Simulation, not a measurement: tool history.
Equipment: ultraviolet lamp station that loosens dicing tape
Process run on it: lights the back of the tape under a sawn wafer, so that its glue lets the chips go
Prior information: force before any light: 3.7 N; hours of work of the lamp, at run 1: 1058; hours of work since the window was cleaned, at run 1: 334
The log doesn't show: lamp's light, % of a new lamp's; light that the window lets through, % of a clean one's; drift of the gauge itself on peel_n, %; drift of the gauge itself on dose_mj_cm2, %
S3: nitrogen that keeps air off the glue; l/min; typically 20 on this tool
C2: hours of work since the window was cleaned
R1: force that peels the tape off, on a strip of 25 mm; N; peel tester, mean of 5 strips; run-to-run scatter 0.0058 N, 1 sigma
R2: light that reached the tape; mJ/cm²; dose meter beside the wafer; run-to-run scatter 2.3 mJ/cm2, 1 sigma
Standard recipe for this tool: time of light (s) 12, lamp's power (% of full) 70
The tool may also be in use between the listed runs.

{"run": 1, "day": 0.0, "time of light (s)": 12, "lamp's power (% of full)": 70, "S3": 20, "hours of work of the lamp": 1058, "C2": 334, "R1": 0.256, "R2": 173}
{"day": 2.696, "done": "window cleaned of glue's vapour"}
{"run": 2, "day": 2.888, "time of light (s)": 12, "lamp's power (% of full)": 70, "S3": 20, "hours of work of the lamp": 1108, "C2": 3, "R1": 0.194, "R2": 195}
{"run": 3, "day": 4.871, "time of light (s)": 12, "lamp's power (% of full)": 84, "S3": 20, "hours of work of the lamp": 1143, "C2": 38, "R1": 0.155, "R2": 230}
{"run": 4, "day": 8.892, "time of light (s)": 12, "lamp's power (% of full)": 70, "S3": 20, "hours of work of the lamp": 1213, "C2": 109, "R1": 0.222, "R2": 188}
{"run": 5, "day": 12.792, "time of light (s)": 12, "lamp's power (% of full)": 70, "S3": 20, "hours of work of the lamp": 1282, "C2": 177, "R1": 0.236, "R2": 176}
{"run": 6, "day": 15.125, "time of light (s)": 12, "lamp's power (% of full)": 70, "S3": 20, "hours of work of the lamp": 1323, "C2": 218, "R1": 0.243, "R2": 175}
{"run": 7, "day": 17.008, "time of light (s)": 12, "lamp's power (% of full)": 70, "S3": 6, "hours of work of the lamp": 1356, "C2": 251, "R1": 0.451, "R2": 174}
{"run": 8, "day": 20.729, "time of light (s)": 12, "lamp's power (% of full)": 70, "S3": 20, "hours of work of the lamp": 1421, "C2": 316, "R1": 0.28, "R2": 163}
{"run": 9, "day": 24.025, "time of light (s)": 12, "lamp's power (% of full)": 70, "S3": 20, "hours of work of the lamp": 1479, "C2": 374, "R1": 0.302, "R2": 154}
{"day": 24.4, "done": "window cleaned of glue's vapour"}
{"run": 10, "day": 25.904, "time of light (s)": 12, "lamp's power (% of full)": 70, "S3": 20, "hours of work of the lamp": 1511, "C2": 26, "R1": 0.232, "R2": 179}
{"run": 11, "day": 28.658, "time of light (s)": 12, "lamp's power (% of full)": 70, "S3": 10, "hours of work of the lamp": 1559, "C2": 75, "R1": 0.341, "R2": 183}
{"run": 12, "day": 32.275, "time of light (s)": 12, "lamp's power (% of full)": 70, "S3": 10, "hours of work of the lamp": 1623, "C2": 138, "R1": 0.38, "R2": 166}
{"day": 34.883, "done": "lamp changed"}
{"run": 13, "day": 35.708, "time of light (s)": 12, "lamp's power (% of full)": 70, "S3": 20, "hours of work of the lamp": 14, "C2": 197, "R1": 0.168, "R2": 211}
{"run": 14, "day": 37.892, "time of light (s)": 12, "lamp's power (% of full)": 70, "S3": 20, "hours of work of the lamp": 53, "C2": 236, "R1": 0.167, "R2": 213}
{"run": 15, "day": 40.004, "time of light (s)": 24, "lamp's power (% of full)": 70, "S3": 23, "hours of work of the lamp": 90, "C2": 273, "R1": 0.096, "R2": 408}
{"run": 16, "day": 42.112, "time of light (s)": 24, "lamp's power (% of full)": 70, "S3": 23, "hours of work of the lamp": 127, "C2": 309, "R1": 0.098, "R2": 403}
{"run": 17, "day": 45.188, "time of light (s)": 7, "lamp's power (% of full)": 97, "S3": 10, "hours of work of the lamp": 180, "C2": 363, "R1": 0.417, "R2": 157}
{"day": 46.054, "done": "window cleaned of glue's vapour"}
{"run": 18, "day": 47.704, "time of light (s)": 16, "lamp's power (% of full)": 62, "S3": 12, "hours of work of the lamp": 224, "C2": 29, "R1": 0.149, "R2": 268}
{"run": 19, "day": 51.758, "time of light (s)": 9, "lamp's power (% of full)": 62, "S3": 10, "hours of work of the lamp": 295, "C2": 100, "R1": 0.49, "R2": 143}
{"run": 20, "day": 54.546, "time of light (s)": 9, "lamp's power (% of full)": 62, "S3": 10, "hours of work of the lamp": 344, "C2": 149, "R1": 0.526, "R2": 143}
{"run": 21, "day": 58.454, "time of light (s)": 9, "lamp's power (% of full)": 62, "S3": 10, "hours of work of the lamp": 412, "C2": 217, "R1": 0.574, "R2": 137}
{"run": 22, "day": 60.158, "time of light (s)": 21, "lamp's power (% of full)": 70, "S3": 20, "hours of work of the lamp": 442, "C2": 247, "R1": 0.097, "R2": 343}
{"run": 23, "day": 63.192, "time of light (s)": 21, "lamp's power (% of full)": 70, "S3": 20, "hours of work of the lamp": 495, "C2": 300, "R1": 0.104, "R2": 339}
{"run": 24, "day": 65.829, "time of light (s)": 13, "lamp's power (% of full)": 62, "S3": 25, "hours of work of the lamp": 542, "C2": 346, "R1": 0.208, "R2": 178}
{"day": 67.6, "done": "window cleaned of glue's vapour"}
{"run": 25, "day": 69.683, "time of light (s)": 13, "lamp's power (% of full)": 62, "S3": 25, "hours of work of the lamp": 609, "C2": 36, "R1": 0.165, "R2": 198}

Forecast each of these 3 alternatives for the next run:
{"run": "A", "day": 73.208, "time of light (s)": 12, "lamp's power (% of full)": 86, "S3": 20, "hours of work of the lamp": 671, "C2": 98, "R1": "?", "R2": "?"}
{"run": "B", "day": 73.208, "time of light (s)": 15, "lamp's power (% of full)": 70, "S3": 20, "hours of work of the lamp": 671, "C2": 98, "R1": "?", "R2": "?"}
{"run": "C", "day": 73.208, "time of light (s)": 12, "lamp's power (% of full)": 88, "S3": 31, "hours of work of the lamp": 671, "C2": 98, "R1": "?", "R2": "?"}

run=A R1=0.137 R2=249
run=B R1=0.131 R2=249
run=C R1=0.108 R2=253
With the hidden condition removed and each run's random variation left untouched, the same runs would have given:
run=A R1=0.114 R2=289
run=B R1=0.11 R2=290
run=C R1=0.094 R2=294

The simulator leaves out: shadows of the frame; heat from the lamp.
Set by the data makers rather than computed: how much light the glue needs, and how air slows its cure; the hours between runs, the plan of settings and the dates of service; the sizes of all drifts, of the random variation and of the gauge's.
